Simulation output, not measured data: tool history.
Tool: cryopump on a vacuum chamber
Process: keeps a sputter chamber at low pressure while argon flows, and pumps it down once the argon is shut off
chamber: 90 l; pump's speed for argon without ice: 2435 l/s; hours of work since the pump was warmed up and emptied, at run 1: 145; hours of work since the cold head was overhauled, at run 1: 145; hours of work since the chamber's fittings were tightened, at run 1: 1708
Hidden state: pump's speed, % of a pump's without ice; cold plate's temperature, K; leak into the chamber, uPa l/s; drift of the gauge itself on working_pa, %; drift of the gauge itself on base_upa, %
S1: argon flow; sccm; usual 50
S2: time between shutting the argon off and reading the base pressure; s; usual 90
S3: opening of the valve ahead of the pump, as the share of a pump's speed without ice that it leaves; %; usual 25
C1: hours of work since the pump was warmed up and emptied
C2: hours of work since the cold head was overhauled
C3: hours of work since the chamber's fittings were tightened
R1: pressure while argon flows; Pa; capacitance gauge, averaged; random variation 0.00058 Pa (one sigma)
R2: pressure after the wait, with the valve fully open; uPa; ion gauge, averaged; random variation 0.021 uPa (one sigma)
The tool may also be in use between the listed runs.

{"run": 1, "hour": 0.0, "S1": 50, "S2": 90, "S3": 25, "C1": 145, "C2": 145, "C3": 1708, "R1": 0.1397, "R2": 1.39}
{"run": 2, "hour": 25.2, "S1": 50, "S2": 90, "S3": 25, "C1": 157, "C2": 157, "C3": 1719, "R1": 0.1404, "R2": 1.32}
{"run": 3, "hour": 51.9, "S1": 50, "S2": 90, "S3": 25, "C1": 169, "C2": 169, "C3": 1732, "R1": 0.1403, "R2": 1.36}
{"run": 4, "hour": 74.9, "S1": 50, "S2": 90, "S3": 17, "C1": 180, "C2": 180, "C3": 1742, "R1": 0.205, "R2": 1.33}
{"run": 5, "hour": 93.1, "S1": 30, "S2": 90, "S3": 25, "C1": 188, "C2": 188, "C3": 1751, "R1": 0.0828, "R2": 1.35}
{"run": 6, "hour": 121.9, "S1": 23, "S2": 90, "S3": 25, "C1": 201, "C2": 201, "C3": 1764, "R1": 0.065, "R2": 1.39}
{"run": 7, "hour": 149.3, "S1": 50, "S2": 90, "S3": 25, "C1": 214, "C2": 214, "C3": 1776, "R1": 0.1404, "R2": 1.37}
{"run": 8, "hour": 164.6, "S1": 50, "S2": 90, "S3": 42, "C1": 221, "C2": 221, "C3": 1784, "R1": 0.0834, "R2": 1.43}
{"run": 9, "hour": 184.8, "S1": 50, "S2": 90, "S3": 25, "C1": 230, "C2": 230, "C3": 1793, "R1": 0.1404, "R2": 1.46}
{"run": 10, "hour": 198.5, "S1": 50, "S2": 90, "S3": 25, "C1": 237, "C2": 237, "C3": 1799, "R1": 0.1412, "R2": 1.37}
{"run": 11, "hour": 226.6, "S1": 50, "S2": 90, "S3": 44, "C1": 249, "C2": 249, "C3": 1812, "R1": 0.0804, "R2": 1.4}
{"run": 12, "hour": 258.6, "S1": 50, "S2": 90, "S3": 44, "C1": 264, "C2": 264, "C3": 1827, "R1": 0.0807, "R2": 1.42}
{"run": 13, "hour": 279.6, "S1": 61, "S2": 90, "S3": 25, "C1": 274, "C2": 274, "C3": 1836, "R1": 0.1714, "R2": 1.47}
{"run": 14, "hour": 296.9, "S1": 61, "S2": 90, "S3": 25, "C1": 282, "C2": 282, "C3": 1844, "R1": 0.1717, "R2": 1.45}
{"run": 15, "hour": 316.3, "S1": 78, "S2": 90, "S3": 25, "C1": 291, "C2": 291, "C3": 1853, "R1": 0.2193, "R2": 1.43}
{"run": 16, "hour": 346.7, "S1": 78, "S2": 90, "S3": 25, "C1": 305, "C2": 305, "C3": 1867, "R1": 0.2195, "R2": 1.4}
{"run": 17, "hour": 372.9, "S1": 78, "S2": 90, "S3": 25, "C1": 317, "C2": 317, "C3": 1879, "R1": 0.22, "R2": 1.39}
{"run": 18, "hour": 393.0, "S1": 28, "S2": 27, "S3": 34, "C1": 326, "C2": 326, "C3": 1889, "R1": 0.0586, "R2": 2.31}
{"run": 19, "hour": 411.7, "S1": 28, "S2": 40, "S3": 34, "C1": 335, "C2": 335, "C3": 1897, "R1": 0.0583, "R2": 1.88}
{"run": 20, "hour": 438.7, "S1": 28, "S2": 40, "S3": 34, "C1": 347, "C2": 347, "C3": 1910, "R1": 0.0579, "R2": 1.91}
{"run": 21, "hour": 468.4, "S1": 26, "S2": 25, "S3": 47, "C1": 361, "C2": 361, "C3": 1923, "R1": 0.0394, "R2": 2.44}
{"run": 22, "hour": 496.7, "S1": 26, "S2": 25, "S3": 47, "C1": 374, "C2": 374, "C3": 1936, "R1": 0.0388, "R2": 2.44}
{"run": 23, "hour": 527.8, "S1": 52, "S2": 90, "S3": 32, "C1": 388, "C2": 388, "C3": 1951, "R1": 0.1159, "R2": 1.47}
{"run": 24, "hour": 559.6, "S1": 43, "S2": 90, "S3": 32, "C1": 403, "C2": 403, "C3": 1965, "R1": 0.0948, "R2": 1.5}
{"run": 25, "hour": 575.1, "S1": 24, "S2": 90, "S3": 40, "C1": 410, "C2": 410, "C3": 1972, "R1": 0.0428, "R2": 1.49}
{"run": 26, "hour": 599.2, "S1": 37, "S2": 90, "S3": 25, "C1": 421, "C2": 421, "C3": 1984, "R1": 0.1044, "R2": 1.53}
{"run": 27, "hour": 622.4, "S1": 24, "S2": 90, "S3": 25, "C1": 432, "C2": 432, "C3": 1994, "R1": 0.0676, "R2": 1.47}
{"run": 28, "hour": 651.0, "S1": 32, "S2": 196, "S3": 40, "C1": 445, "C2": 445, "C3": 2007, "R1": 0.0571, "R2": 1.33}
{"run": 29, "hour": 668.8, "S1": 32, "S2": 196, "S3": 40, "C1": 453, "C2": 453, "C3": 2016, "R1": 0.0564, "R2": 1.34}
{"run": 30, "hour": 692.5, "S1": 32, "S2": 196, "S3": 40, "C1": 464, "C2": 464, "C3": 2026, "R1": 0.0568, "R2": 1.33}
{"run": 31, "hour": 717.6, "S1": 32, "S2": 155, "S3": 18, "C1": 475, "C2": 475, "C3": 2038, "R1": 0.1245, "R2": 1.37}
{"run": 32, "hour": 742.0, "S1": 32, "S2": 155, "S3": 18, "C1": 487, "C2": 487, "C3": 2049, "R1": 0.1251, "R2": 1.39}
{"run": 33, "hour": 767.8, "S1": 71, "S2": 24, "S3": 22, "C1": 499, "C2": 499, "C3": 2061, "R1": 0.2288, "R2": 2.66}
{"run": 34, "hour": 790.4, "S1": 71, "S2": 24, "S3": 22, "C1": 509, "C2": 509, "C3": 2072, "R1": 0.2288, "R2": 2.52}

Measured less the same run without the tool's hidden state. The same run-to-run variation is in both; the gauge's scatter may not be:
run=1 R1=+0.0008 R2=+0.86
run=2 R1=+0.0009 R2=+0.83
run=3 R1=+0.0010 R2=+0.85
run=4 R1=+0.0009 R2=+0.85
run=5 R1=+0.0007 R2=+0.86
run=6 R1=+0.0005 R2=+0.87
run=7 R1=+0.0011 R2=+0.88
run=8 R1=+0.0012 R2=+0.92
run=9 R1=+0.0013 R2=+0.93
run=10 R1=+0.0013 R2=+0.89
run=11 R1=+0.0013 R2=+0.91
run=12 R1=+0.0014 R2=+0.93
run=13 R1=+0.0018 R2=+0.94
run=14 R1=+0.0019 R2=+0.92
run=15 R1=+0.0025 R2=+0.95
run=16 R1=+0.0025 R2=+0.94
run=17 R1=+0.0026 R2=+0.95
run=18 R1=+0.0010 R2=+0.95
run=19 R1=+0.0010 R2=+0.95
run=20 R1=+0.0010 R2=+0.96
run=21 R1=+0.0010 R2=+0.97
run=22 R1=+0.0010 R2=+0.99
run=23 R1=+0.0022 R2=+1.00
run=24 R1=+0.0018 R2=+1.00
run=25 R1=+0.0010 R2=+1.01
run=26 R1=+0.0016 R2=+1.01
run=27 R1=+0.0011 R2=+1.01
run=28 R1=+0.0016 R2=+1.04
run=29 R1=+0.0015 R2=+1.04
run=30 R1=+0.0016 R2=+1.04
run=31 R1=+0.0016 R2=+1.04
run=32 R1=+0.0017 R2=+1.07
run=33 R1=+0.0038 R2=+1.10
run=34 R1=+0.0039 R2=+1.04

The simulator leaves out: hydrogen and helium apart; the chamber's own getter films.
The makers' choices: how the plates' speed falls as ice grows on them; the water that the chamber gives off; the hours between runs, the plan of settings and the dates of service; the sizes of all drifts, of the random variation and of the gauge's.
